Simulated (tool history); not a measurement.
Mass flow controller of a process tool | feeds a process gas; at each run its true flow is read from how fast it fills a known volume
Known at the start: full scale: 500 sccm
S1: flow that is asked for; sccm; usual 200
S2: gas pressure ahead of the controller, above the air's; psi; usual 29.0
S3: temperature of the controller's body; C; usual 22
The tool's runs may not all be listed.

Run 1, hour 0.0: usual settings. Result: true flow (%) 101.52.
Run 2, hour 139.5: usual settings. Result: true flow (%) 101.55.
Run 3, hour 237.1: usual settings. Result: true flow (%) 101.71.
Run 4, hour 333.2: usual settings but S3 26 C. Result: true flow (%) 101.15.
Run 5, hour 451.7: usual settings but S3 26 C. Result: true flow (%) 101.31.
Run 6, hour 609.6: usual settings but S3 26 C. Result: true flow (%) 101.25.
Run 7, hour 767.3: usual settings but S3 26 C. Result: true flow (%) 101.57.
Run 8, hour 837.8: usual settings but S3 26 C. Result: true flow (%) 101.49.
Run 9, hour 970.8: usual settings but S3 26 C. Result: true flow (%) 101.61.
Run 10, hour 1124.6: usual settings but S3 26 C. Result: true flow (%) 101.49.
Run 11, hour 1234.7: usual settings but S3 26 C. Result: true flow (%) 101.85.
Run 12, hour 1307.4: usual settings but S3 26 C. Result: true flow (%) 101.74.
Run 13, hour 1430.0: usual settings. Result: true flow (%) 102.13.
Run 14, hour 1509.0: usual settings but S3 33 C. Result: true flow (%) 100.86.
Run 15, hour 1628.0: usual settings but S3 33 C. Result: true flow (%) 101.00.
Run 16, hour 1714.0: usual settings but S3 33 C. Result: true flow (%) 101.20.
Run 17, hour 1856.9: usual settings but S1 174 sccm, S3 33 C. Result: true flow (%) 101.27.
Run 18, hour 1954.3: usual settings but S1 174 sccm, S3 33 C. Result: true flow (%) 101.26.
Run 19, hour 2052.3: usual settings but S1 223 sccm, S3 33 C. Result: true flow (%) 101.13.
Run 20, hour 2132.0: usual settings but S1 223 sccm, S3 38 C. Result: true flow (%) 100.54.
Run 21, hour 2256.4: usual settings but S1 223 sccm, S3 38 C. Result: true flow (%) 100.63.
Run 22, hour 2362.8: usual settings but S1 223 sccm, S3 38 C. Result: true flow (%) 100.77.
Run 23, hour 2510.8: usual settings but S2 36.1 psi. Result: true flow (%) 103.06.
Run 24, hour 2657.0: usual settings. Result: true flow (%) 102.81.
Run 25, hour 2763.0: usual settings. Result: true flow (%) 102.86.
Run 26, hour 2893.4: usual settings but S1 60 sccm, S2 20.7 psi, S3 25 C. Result: true flow (%) 104.83.
Run 27, hour 3026.3: usual settings but S1 60 sccm, S2 20.7 psi, S3 25 C. Result: true flow (%) 104.87.
Run 28, hour 3120.2: usual settings but S1 60 sccm, S2 20.7 psi, S3 25 C. Result: true flow (%) 105.01.
Run 29, hour 3260.7: usual settings but S1 90 sccm, S2 23.1 psi, S3 36 C. Result: true flow (%) 102.57.
Run 30, hour 3361.5: usual settings but S1 98 sccm, S3 27 C. Result: true flow (%) 103.59.
At hour 3374.7: controller's zero set anew.
Run 31, hour 3481.2: usual settings but S1 98 sccm, S3 27 C. Result: true flow (%) 105.31.
Run 32, hour 3631.4: usual settings but S1 230 sccm, S2 38.6 psi, S3 37 C. Result: true flow (%) 102.74.
Run 33, hour 3728.6: usual settings but S1 355 sccm, S2 27.0 psi, S3 21 C. Result: true flow (%) 103.72.
Run 34, hour 3867.4: usual settings but S1 355 sccm, S2 27.0 psi, S3 21 C. Result: true flow (%) 103.66.
Run 35, hour 3936.2: usual settings but S1 355 sccm, S2 27.0 psi, S3 21 C. Result: true flow (%) 103.72.
At hour 4010.7: controller exchanged for a calibrated one.
Run 36, hour 4025.3: usual settings but S1 492 sccm, S2 40.0 psi, S3 29 C. Result: true flow (%) 99.92.
Run 37, hour 4097.3: usual settings but S1 71 sccm, S2 34.1 psi, S3 30 C. Result: true flow (%) 98.24.
Run 38, hour 4228.6: usual settings but S1 113 sccm, S2 32.6 psi, S3 27 C. Result: true flow (%) 98.70.
At hour 4260.3: controller's zero set anew, once more.
Run 39, hour 4370.3: usual settings but S1 113 sccm, S2 32.6 psi, S3 27 C. Result: true flow (%) 98.77.
Run 40, hour 4490.2: usual settings but S1 113 sccm, S2 32.6 psi, S3 30 C. Result: true flow (%) 98.74.
Run 41, hour 4578.9: usual settings but S1 113 sccm, S2 32.6 psi, S3 30 C. Result: true flow (%) 98.82.
Run 42, hour 4653.9: usual settings but S1 113 sccm, S2 32.6 psi, S3 30 C. Result: true flow (%) 98.91.
Run 43, hour 4720.0: usual settings but S1 214 sccm, S2 31.9 psi. Result: true flow (%) 99.89.
Run 44, hour 4795.5: usual settings but S1 324 sccm, S3 23 C. Result: true flow (%) 99.92.
Run 45, hour 4904.8: usual settings but S1 324 sccm, S3 23 C. Result: true flow (%) 100.10.
Run 46, hour 5020.5: usual settings but S1 321 sccm, S2 40.5 psi, S3 26 C. Result: true flow (%) 100.20.
Run 47, hour 5164.0: usual settings but S1 178 sccm, S2 33.2 psi, S3 38 C. Result: true flow (%) 98.16.
Run 48, hour 5306.7: usual settings but S1 178 sccm, S2 33.2 psi, S3 33 C. Result: true flow (%) 98.91.

Forecast each of these 3 alternatives for the next run:
Run A, hour 5412.3: usual settings but S1 77 sccm, S2 37.7 psi, S3 33 C. Result: true flow (%) ?.
Run B, hour 5412.3: usual settings but S1 146 sccm, S2 29.4 psi, S3 28 C. Result: true flow (%) ?.
Run C, hour 5412.3: usual settings but S1 340 sccm, S2 37.1 psi, S3 32 C. Result: true flow (%) ?.

run  true flow (%)
  A          99.35
  B          99.26
  C          99.55
Without the tool's hidden state the same runs would have given:
run  true flow (%)
  A          98.11
  B          98.43
  C          98.99
